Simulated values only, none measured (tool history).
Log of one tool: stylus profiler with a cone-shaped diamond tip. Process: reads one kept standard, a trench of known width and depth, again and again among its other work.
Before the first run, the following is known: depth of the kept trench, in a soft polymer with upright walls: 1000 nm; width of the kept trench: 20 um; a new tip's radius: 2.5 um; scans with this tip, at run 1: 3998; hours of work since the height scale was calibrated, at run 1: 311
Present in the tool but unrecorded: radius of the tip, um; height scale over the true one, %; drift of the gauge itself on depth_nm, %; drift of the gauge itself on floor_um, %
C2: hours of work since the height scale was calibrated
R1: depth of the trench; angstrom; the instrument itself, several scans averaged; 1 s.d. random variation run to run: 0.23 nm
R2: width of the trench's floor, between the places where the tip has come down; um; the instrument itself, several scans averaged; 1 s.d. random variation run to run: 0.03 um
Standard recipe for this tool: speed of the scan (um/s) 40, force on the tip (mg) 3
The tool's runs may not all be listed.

run 1 hour=0 | speed_of_the_scan_(um/s)=40 force_on_the_tip_(mg)=3 | scans_with_this_tip=3998 C2=311 | R1=10190.9 R2=15.76
run 2 hour=76.4 | speed_of_the_scan_(um/s)=40 force_on_the_tip_(mg)=2.9 | scans_with_this_tip=4404 C2=343 | R1=10186.4 R2=15.75
run 3 hour=180.7 | speed_of_the_scan_(um/s)=40 force_on_the_tip_(mg)=2.9 | scans_with_this_tip=4957 C2=386 | R1=10183.2 R2=15.83
run 4 hour=230.4 | speed_of_the_scan_(um/s)=40 force_on_the_tip_(mg)=2.9 | scans_with_this_tip=5221 C2=406 | R1=10182.8 R2=15.74
run 5 hour=288.5 | speed_of_the_scan_(um/s)=40 force_on_the_tip_(mg)=2.37 | scans_with_this_tip=5529 C2=430 | R1=10164.7 R2=15.72
run 6 hour=364.6 | speed_of_the_scan_(um/s)=12 force_on_the_tip_(mg)=3 | scans_with_this_tip=5933 C2=462 | R1=10191.2 R2=15.91
run 7 hour=417.3 | speed_of_the_scan_(um/s)=12 force_on_the_tip_(mg)=3 | scans_with_this_tip=6213 C2=484 | R1=10195.9 R2=15.92
run 8 hour=523.6 | speed_of_the_scan_(um/s)=12 force_on_the_tip_(mg)=3 | scans_with_this_tip=6778 C2=528 | R1=10187.5 R2=15.93
run 9 hour=620 | speed_of_the_scan_(um/s)=12 force_on_the_tip_(mg)=3 | scans_with_this_tip=7289 C2=567 | R1=10188.9 R2=15.93
run 10 hour=717.2 | speed_of_the_scan_(um/s)=40 force_on_the_tip_(mg)=3 | scans_with_this_tip=7806 C2=608 | R1=10190 R2=15.79
run 11 hour=813.2 | speed_of_the_scan_(um/s)=40 force_on_the_tip_(mg)=3 | scans_with_this_tip=8316 C2=647 | R1=10186.7 R2=15.74
run 12 hour=892.1 | speed_of_the_scan_(um/s)=40 force_on_the_tip_(mg)=4.96 | scans_with_this_tip=8735 C2=680 | R1=10263.2 R2=15.86
run 13 hour=984.2 | speed_of_the_scan_(um/s)=56 force_on_the_tip_(mg)=4.96 | scans_with_this_tip=9223 C2=718 | R1=10265.4 R2=15.75
run 14 hour=1057.7 | speed_of_the_scan_(um/s)=56 force_on_the_tip_(mg)=4.96 | scans_with_this_tip=9614 C2=748 | R1=10263.6 R2=15.72
run 15 hour=1125.4 | speed_of_the_scan_(um/s)=56 force_on_the_tip_(mg)=4.96 | scans_with_this_tip=9973 C2=776 | R1=10262.4 R2=15.75
run 16 hour=1202.3 | speed_of_the_scan_(um/s)=56 force_on_the_tip_(mg)=4.96 | scans_with_this_tip=10381 C2=808 | R1=10264.4 R2=15.71
run 17 hour=1265 | speed_of_the_scan_(um/s)=56 force_on_the_tip_(mg)=4.96 | scans_with_this_tip=10714 C2=834 | R1=10263.7 R2=15.73
run 18 hour=1312.4 | speed_of_the_scan_(um/s)=56 force_on_the_tip_(mg)=4.96 | scans_with_this_tip=10966 C2=854 | R1=10266.3 R2=15.7
run 19 hour=1392.2 | speed_of_the_scan_(um/s)=40 force_on_the_tip_(mg)=3 | scans_with_this_tip=11390 C2=887 | R1=10191.2 R2=15.78
run 20 hour=1460.3 | speed_of_the_scan_(um/s)=40 force_on_the_tip_(mg)=3 | scans_with_this_tip=11751 C2=915 | R1=10189.6 R2=15.7
run 21 hour=1514.9 | speed_of_the_scan_(um/s)=39 force_on_the_tip_(mg)=3 | scans_with_this_tip=12041 C2=937 | R1=10190.8 R2=15.71
run 22 hour=1568.5 | speed_of_the_scan_(um/s)=39 force_on_the_tip_(mg)=3 | scans_with_this_tip=12326 C2=959 | R1=10193.7 R2=15.77
run 23 hour=1621.8 | speed_of_the_scan_(um/s)=40 force_on_the_tip_(mg)=3.81 | scans_with_this_tip=12609 C2=981 | R1=10221.3 R2=15.8
run 24 hour=1716.4 | speed_of_the_scan_(um/s)=53 force_on_the_tip_(mg)=2.76 | scans_with_this_tip=13111 C2=1021 | R1=10173.5 R2=15.71
run 25 hour=1782 | speed_of_the_scan_(um/s)=29 force_on_the_tip_(mg)=3.5 | scans_with_this_tip=13459 C2=1048 | R1=10209.1 R2=15.88
run 26 hour=1855.2 | speed_of_the_scan_(um/s)=29 force_on_the_tip_(mg)=3.5 | scans_with_this_tip=13848 C2=1078 | R1=10212.4 R2=15.86
run 27 hour=1922.9 | speed_of_the_scan_(um/s)=17 force_on_the_tip_(mg)=4.23 | scans_with_this_tip=14207 C2=1106 | R1=10238.5 R2=15.88
run 28 hour=1994.4 | speed_of_the_scan_(um/s)=17 force_on_the_tip_(mg)=3 | scans_with_this_tip=14587 C2=1135 | R1=10187.1 R2=15.87
run 29 hour=2086.5 | speed_of_the_scan_(um/s)=116 force_on_the_tip_(mg)=4.76 | scans_with_this_tip=15076 C2=1173 | R1=10258 R2=15.51
run 30 hour=2190.1 | speed_of_the_scan_(um/s)=116 force_on_the_tip_(mg)=4.76 | scans_with_this_tip=15626 C2=1216 | R1=10260.1 R2=15.44
run 31 hour=2256.9 | speed_of_the_scan_(um/s)=116 force_on_the_tip_(mg)=4.76 | scans_with_this_tip=15981 C2=1244 | R1=10257.6 R2=15.48
run 32 hour=2303.4 | speed_of_the_scan_(um/s)=12 force_on_the_tip_(mg)=4.88 | scans_with_this_tip=16228 C2=1263 | R1=10255.5 R2=15.9
run 33 hour=2361.7 | speed_of_the_scan_(um/s)=42 force_on_the_tip_(mg)=1.3 | scans_with_this_tip=16537 C2=1287 | R1=10105 R2=15.59
run 34 hour=2417.1 | speed_of_the_scan_(um/s)=40 force_on_the_tip_(mg)=4.57 | scans_with_this_tip=16832 C2=1310 | R1=10253.7 R2=15.79
run 35 hour=2467.7 | speed_of_the_scan_(um/s)=40 force_on_the_tip_(mg)=4.57 | scans_with_this_tip=17100 C2=1331 | R1=10244.3 R2=15.76
run 36 hour=2539.3 | speed_of_the_scan_(um/s)=25 force_on_the_tip_(mg)=7.19 | scans_with_this_tip=17480 C2=1361 | R1=10334.1 R2=15.9
run 37 hour=2599.9 | speed_of_the_scan_(um/s)=115 force_on_the_tip_(mg)=5.77 | scans_with_this_tip=17802 C2=1386 | R1=10292.8 R2=15.53
-- hour=2629.6 new tip fitted, height scale calibrated
run 38 hour=2660.5 | speed_of_the_scan_(um/s)=14 force_on_the_tip_(mg)=3.51 | scans_with_this_tip=164 C2=13 | R1=10210.5 R2=15.89
run 39 hour=2751.4 | speed_of_the_scan_(um/s)=141 force_on_the_tip_(mg)=2.92 | scans_with_this_tip=647 C2=50 | R1=10184.2 R2=15.25
run 40 hour=2850.1 | speed_of_the_scan_(um/s)=58 force_on_the_tip_(mg)=1.14 | scans_with_this_tip=1171 C2=91 | R1=10096.9 R2=15.47
run 41 hour=2924.4 | speed_of_the_scan_(um/s)=25 force_on_the_tip_(mg)=1.14 | scans_with_this_tip=1565 C2=122 | R1=10099.9 R2=15.76
run 42 hour=3020.1 | speed_of_the_scan_(um/s)=65 force_on_the_tip_(mg)=1.16 | scans_with_this_tip=2073 C2=161 | R1=10098.4 R2=15.44
run 43 hour=3069.3 | speed_of_the_scan_(um/s)=65 force_on_the_tip_(mg)=1.16 | scans_with_this_tip=2335 C2=182 | R1=10103.1 R2=15.43
run 44 hour=3154.2 | speed_of_the_scan_(um/s)=49 force_on_the_tip_(mg)=1.31 | scans_with_this_tip=2786 C2=217 | R1=10108.5 R2=15.6
run 45 hour=3214.2 | speed_of_the_scan_(um/s)=45 force_on_the_tip_(mg)=2.6 | scans_with_this_tip=3104 C2=242 | R1=10176.5 R2=15.73

For some of the steps in R2 from one run to the next: how much would appear even if the tool had no hidden state, given the settings, what came in and random variation, and how much remains for the hidden state plus any gauge scatter that the measured result and the result without hidden state don't share?
Run 3 -> 4: no setting changed, nothing entered. R2 -0.09 um: hidden state +0.01, all else -0.1.
Run 4 -> 5: force on the tip (mg) 2.9 -> 2.37. R2 -0.02 um: hidden state -0.01, all else -0.01.
Run 31 -> 32: speed of the scan (um/s) 116 -> 12, force on the tip (mg) 4.76 -> 4.88. R2 +0.42 um: hidden state +0, all else +0.42.
Run 36 -> 37: speed of the scan (um/s) 25 -> 115, force on the tip (mg) 7.19 -> 5.77. R2 -0.37 um: hidden state -0.01, all else -0.36.
Run 37 -> 38: speed of the scan (um/s) 115 -> 14, force on the tip (mg) 5.77 -> 3.51, new tip fitted, height scale calibrated. R2 +0.36 um: hidden state +0.03, all else +0.33.
Run 38 -> 39: speed of the scan (um/s) 14 -> 141, force on the tip (mg) 3.51 -> 2.92. R2 -0.64 um: hidden state +0, all else -0.64.
